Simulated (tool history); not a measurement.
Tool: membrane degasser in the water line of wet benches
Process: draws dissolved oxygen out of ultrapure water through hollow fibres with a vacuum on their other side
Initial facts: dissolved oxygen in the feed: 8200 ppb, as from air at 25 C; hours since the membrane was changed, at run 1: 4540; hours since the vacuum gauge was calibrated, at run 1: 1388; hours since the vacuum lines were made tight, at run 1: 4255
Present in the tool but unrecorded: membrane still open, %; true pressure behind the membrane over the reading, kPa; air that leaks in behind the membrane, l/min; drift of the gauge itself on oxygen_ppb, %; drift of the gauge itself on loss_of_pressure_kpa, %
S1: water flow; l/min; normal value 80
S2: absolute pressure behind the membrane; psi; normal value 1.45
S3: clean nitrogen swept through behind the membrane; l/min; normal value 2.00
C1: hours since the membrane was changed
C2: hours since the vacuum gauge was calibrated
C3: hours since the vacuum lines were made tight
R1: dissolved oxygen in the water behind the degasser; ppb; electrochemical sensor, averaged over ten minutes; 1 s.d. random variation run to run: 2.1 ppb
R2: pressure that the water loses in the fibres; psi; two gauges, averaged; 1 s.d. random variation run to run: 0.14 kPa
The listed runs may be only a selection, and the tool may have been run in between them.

run	hour	S1	S2	S3	C1	C2	C3	R1	R2
1	0.0	80	1.45	2.00	4540	1388	4255	533.2	6.026
2	170.5	80	1.45	2.00	4711	1559	4426	530.0	6.041
3	330.6	80	1.45	2.00	4871	1719	4586	532.6	6.068
4	459.3	80	1.45	2.00	5000	1848	4715	533.5	6.055
5	529.5	54	1.45	2.00	5070	1918	4785	388.4	4.054
6	695.7	80	1.25	2.00	5236	2084	4951	431.4	6.047
7	818.3	80	1.25	3.02	5359	2207	5074	314.0	6.028
8	955.1	80	1.25	3.02	5495	2343	5210	314.9	6.038
9	1066.9	80	1.45	1.95	5607	2455	5322	544.6	6.035
10	1147.0	80	1.45	1.95	5687	2535	5402	549.2	6.022
11	1276.9	80	1.45	1.95	5817	2665	5532	552.0	6.031
12	1388.0	80	1.45	1.95	5928	2776	5643	549.1	6.051
13	1484.7	80	1.45	2.00	6025	2873	5740	536.3	6.054
14	1565.4	80	1.45	2.13	6106	2954	5821	511.7	6.055
15	1698.2	80	1.45	2.13	6239	3086	5954	516.2	6.054
16	1798.5	80	3.32	2.00	6339	3187	6054	1385.4	6.058
17	1893.1	80	3.32	2.00	6433	3281	6148	1376.4	6.067
18	2066.7	80	3.32	2.00	6607	3455	6322	1383.5	6.071
19	2207.4	85	1.45	4.80	6748	3596	6463	283.2	6.460
# hour 2215.9: vacuum gauge calibrated
20	2294.2	50	1.45	4.80	6834	78	6549	174.2	3.807
21	2373.1	74	2.26	1.69	6913	157	6628	1000.0	5.641
# hour 2471.9: vacuum gauge calibrated, once more
22	2537.3	84	2.44	1.60	7077	65	6792	1206.7	6.341
23	2607.2	90	1.45	5.40	7147	135	6862	262.8	6.818
24	2738.8	71	1.78	1.16	7278	267	6993	931.1	5.414
25	2819.7	71	1.78	1.16	7359	348	7074	923.8	5.404
# hour 2872.5: seals of the vacuum lines changed
26	2927.9	71	1.78	1.16	7465	454	55	927.6	5.419
27	3021.6	97	2.42	4.26	7559	548	149	644.5	7.420
28	3134.6	80	1.45	5.56	7672	661	262	227.7	6.132

Selected run-to-run steps in R1, each split into two signed amounts: the part the tool would show with no hidden state at all (from settings, incoming material and random variation), and the remainder, which goes to the hidden state together with any gauge scatter not common to the measured and the hidden-state-free results:
Run 18 -> 19: S1 80 -> 85, S2 3.32 -> 1.45, S3 2.00 -> 4.80. R1 -1100.3 ppb: hidden state -5.3, all else -1095.0.
Run 20 -> 21: S1 50 -> 74, S2 1.45 -> 2.26, S3 4.80 -> 1.69. R1 +825.8 ppb: hidden state +18.4, all else +807.4.
Run 21 -> 22: S1 74 -> 84, S2 2.26 -> 2.44, S3 1.69 -> 1.60, vacuum gauge calibrated, once more. R1 +206.7 ppb: hidden state -29.1, all else +235.8.
Run 22 -> 23: S1 84 -> 90, S2 2.44 -> 1.45, S3 1.60 -> 5.40. R1 -943.9 ppb: hidden state +2.7, all else -946.6.
